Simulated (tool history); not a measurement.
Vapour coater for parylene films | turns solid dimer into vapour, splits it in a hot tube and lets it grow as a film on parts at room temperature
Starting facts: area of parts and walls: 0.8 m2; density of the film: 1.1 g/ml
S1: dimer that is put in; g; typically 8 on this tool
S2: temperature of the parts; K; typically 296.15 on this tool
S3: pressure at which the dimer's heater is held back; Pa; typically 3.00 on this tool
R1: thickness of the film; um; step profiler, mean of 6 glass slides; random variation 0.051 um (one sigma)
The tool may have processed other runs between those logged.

run,hour,S1,S2,S3,R1
1,0.0,8,296.15,3.00,5.16
2,39.8,8,303.15,3.00,3.71
3,76.0,8,296.15,3.00,5.04
# hour 127.1: trap's valve overhauled
4,132.6,8,296.15,3.00,5.72
5,159.5,8,296.15,3.00,5.58
6,198.6,8,296.15,3.00,5.57
7,245.3,8,296.15,3.00,5.60
# hour 251.1: table's thermometer calibrated
8,277.8,4,296.15,3.00,2.75
9,312.1,4,296.15,5.43,2.59

Run 10 is up next; what results do you expect?
10,364.3,4,300.15,5.43,?

R1: 2.20 um
With the hidden condition absent and the run-to-run variation left alone, this run would have shown R1 2.40 um.
